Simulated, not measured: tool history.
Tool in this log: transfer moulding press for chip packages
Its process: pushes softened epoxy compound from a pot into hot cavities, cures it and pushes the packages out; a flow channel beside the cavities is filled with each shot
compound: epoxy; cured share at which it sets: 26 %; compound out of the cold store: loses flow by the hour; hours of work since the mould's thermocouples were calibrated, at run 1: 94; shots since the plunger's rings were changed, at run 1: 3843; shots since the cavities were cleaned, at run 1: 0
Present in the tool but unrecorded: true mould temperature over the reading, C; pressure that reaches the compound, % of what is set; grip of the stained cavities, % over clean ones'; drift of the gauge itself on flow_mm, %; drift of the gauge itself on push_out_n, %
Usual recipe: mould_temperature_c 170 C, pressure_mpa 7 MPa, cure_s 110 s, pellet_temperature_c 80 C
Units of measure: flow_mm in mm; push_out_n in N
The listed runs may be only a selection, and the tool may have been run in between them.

run	day	mould_temperature_c	pressure_mpa	cure_s	pellet_temperature_c	hours of work since the mould's thermocouples were calibrated	shots since the plunger's rings were changed	shots since the cavities were cleaned	incoming compound's hours out of the cold store	flow_mm	push_out_n
1	0	170	7	110	80	94	3843	0	35.4	485	244
2	0.696	170	7	110	80	102	3971	128	39.6	468	247
3	1.046	170	7	110	80	106	4037	194	32.6	488	245
4	1.771	170	7	110	80	115	4171	328	20.1	527	246
5	2.6	170	7	110	80	125	4324	481	13.6	555	248
6	3.279	170	7	110	80	133	4450	607	29.5	501	247
7	3.721	170	7	110	85	139	4532	689	26.3	504	251
8	4.45	170	7	110	85	147	4667	824	41.9	461	242
9	5.1	170	7	110	80	155	4787	944	47.5	442	246
10	5.488	170	7	110	80	160	4858	1015	8.5	565	263
# day 5.6: cavities cleaned with cleaning compound and waxed
11	6.242	170	7	110	80	168	4987	119	38.5	471	234
# day 6.862: plunger's sealing rings changed
12	7.067	170	7	110	80	177	38	252	47	438	241
13	7.496	170	7	110	80	182	118	332	11.7	560	258
14	8.342	170	7	110	80	192	274	488	34.7	483	251
15	8.771	170	7.47	105	80	197	353	567	30.5	507	261
16	9.2	170	7.47	105	80	203	433	647	43.2	465	264
17	9.808	170	7.47	105	80	210	545	759	26.7	516	274
18	10.342	170	5.33	105	81	216	644	858	21.9	459	270
19	10.871	170	6.49	110	80	223	742	956	15.3	533	258
# day 11.329: cavities cleaned with cleaning compound and waxed
20	11.617	167	6.49	100	71	231	868	53	17.2	532	373
21	12.425	167	6.49	100	71	241	1018	203	34.8	474	341
22	12.829	163	7.31	133	71	246	1093	278	38.6	496	268
23	13.417	170	7.48	145	80	253	1202	387	34.7	498	223
24	13.842	167	7.48	133	80	258	1280	465	27.7	530	232
25	14.683	170	7	91	83	268	1436	621	14	552	364
26	15.45	170	7	91	83	277	1578	763	16.1	539	379
27	16.254	162	8.78	109	72	287	1727	912	25.5	595	432
# day 16.938: cavities cleaned with cleaning compound and waxed
28	17.092	176	6.29	109	72	296	1870	28	29.9	464	232

5 options for the next run, each taken on its own from the tool as it stands now. Forecast them:
A	17.629	174	7.94	110	80	303	1970	128	31.5	?	?
B	17.629	169	5.96	135	72	303	1970	128	10	?	?
C	17.629	176	5.28	100	72	303	1970	128	36.1	?	?
D	17.629	170	7	102	83	303	1970	128	29.3	?	?
E	17.629	176	6.29	109	72	303	1970	128	28.6	?	?

run	flow_mm	push_out_n
A	518	231
B	525	231
C	407	226
D	504	263
E	463	223
With the hidden condition removed and each run's random variation left untouched, the same runs would have given:
run	flow_mm	push_out_n
A	518	231
B	525	231
C	408	225
D	504	262
E	463	222
